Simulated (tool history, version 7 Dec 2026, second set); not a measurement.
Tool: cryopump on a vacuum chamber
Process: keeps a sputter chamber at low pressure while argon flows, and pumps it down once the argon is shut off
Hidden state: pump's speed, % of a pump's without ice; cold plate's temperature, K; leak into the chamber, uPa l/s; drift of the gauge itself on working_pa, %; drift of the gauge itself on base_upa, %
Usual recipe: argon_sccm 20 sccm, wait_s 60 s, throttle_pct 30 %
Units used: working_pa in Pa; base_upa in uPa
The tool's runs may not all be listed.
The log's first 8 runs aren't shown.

| run | day | argon_sccm | wait_s | throttle_pct | hours of work since the pump was warmed up and emptied | hours of work since the cold head was overhauled | hours of work since the chamber's fittings were tightened | working_pa | base_upa |
|---|---|---|---|---|---|---|---|---|---|
| 9 | 4.429 | 20 | 60 | 30 | 448 | 448 | 2542 | 0.0554 | 1.36 |
| 10 | 4.729 | 20 | 60 | 30 | 454 | 454 | 2549 | 0.0554 | 1.46 |
| 11 | 5.158 | 20 | 60 | 30 | 463 | 463 | 2558 | 0.0553 | 1.40 |
| 12 | 5.862 | 20 | 60 | 30 | 478 | 478 | 2572 | 0.0553 | 1.36 |
| 13 | 6.258 | 20 | 60 | 30 | 486 | 486 | 2581 | 0.0556 | 1.40 |
| 14 | 6.888 | 20 | 60 | 30 | 499 | 499 | 2594 | 0.0557 | 1.41 |
| 15 | 7.300 | 20 | 185 | 30 | 508 | 508 | 2603 | 0.0553 | 0.89 |
| 16 | 7.883 | 20 | 60 | 30 | 520 | 520 | 2615 | 0.0553 | 1.39 |
| 17 | 8.388 | 17 | 60 | 30 | 531 | 531 | 2625 | 0.0474 | 1.40 |
| 18 | 9.088 | 23 | 60 | 53 | 546 | 546 | 2640 | 0.0370 | 1.40 |
| 19 | 9.404 | 23 | 60 | 53 | 552 | 552 | 2647 | 0.0372 | 1.40 |
| 20 | 9.729 | 20 | 49 | 20 | 559 | 559 | 2654 | 0.0831 | 1.58 |
| 21 | 10.038 | 11 | 31 | 37 | 565 | 565 | 2660 | 0.0250 | 2.18 |
| 22 | 10.333 | 11 | 191 | 37 | 572 | 572 | 2666 | 0.0251 | 0.94 |
| 23 | 10.821 | 11 | 82 | 23 | 582 | 582 | 2676 | 0.0395 | 1.24 |
| 24 | 11.233 | 25 | 69 | 19 | 591 | 591 | 2685 | 0.1090 | 1.34 |
| 25 | 11.921 | 25 | 69 | 19 | 605 | 605 | 2700 | 0.1087 | 1.38 |
| 26 | 12.225 | 34 | 203 | 43 | 611 | 611 | 2706 | 0.0672 | 0.92 |
| 27 | 12.767 | 34 | 74 | 16 | 623 | 623 | 2717 | 0.1749 | 1.30 |
| 28 | 13.371 | 26 | 74 | 16 | 635 | 635 | 2730 | 0.1337 | 1.31 |
| 29 | 13.850 | 13 | 21 | 59 | 645 | 645 | 2740 | 0.0191 | 2.80 |
| 30 | 14.279 | 13 | 21 | 59 | 654 | 654 | 2749 | 0.0191 | 2.78 |
| 31 | 14.725 | 11 | 21 | 18 | 664 | 664 | 2758 | 0.0503 | 2.79 |
| 32 | 15.338 | 11 | 21 | 18 | 677 | 677 | 2771 | 0.0508 | 2.74 |
| 33 | 15.879 | 11 | 21 | 15 | 688 | 688 | 2783 | 0.0603 | 2.82 |

4 ways to go on from here, each from the tool as it stands after run 33. What would each give?
| A | 16.317 | 11 | 21 | 22 | 697 | 697 | 2792 | ? | ? |
| B | 16.317 | 11 | 21 | 51 | 697 | 697 | 2792 | ? | ? |
| C | 16.317 | 20 | 60 | 15 | 697 | 697 | 2792 | ? | ? |
| D | 16.317 | 11 | 33 | 17 | 697 | 697 | 2792 | ? | ? |

| run | working_pa | base_upa |
|---|---|---|
| A | 0.0414 | 2.79 |
| B | 0.0185 | 2.84 |
| C | 0.1101 | 1.51 |
| D | 0.0532 | 1.99 |
Had the tool no hidden state, the same runs would have come out as:
| run | working_pa | base_upa |
|---|---|---|
| A | 0.0402 | 2.21 |
| B | 0.0173 | 2.25 |
| C | 0.1079 | 0.91 |
| D | 0.0520 | 1.42 |
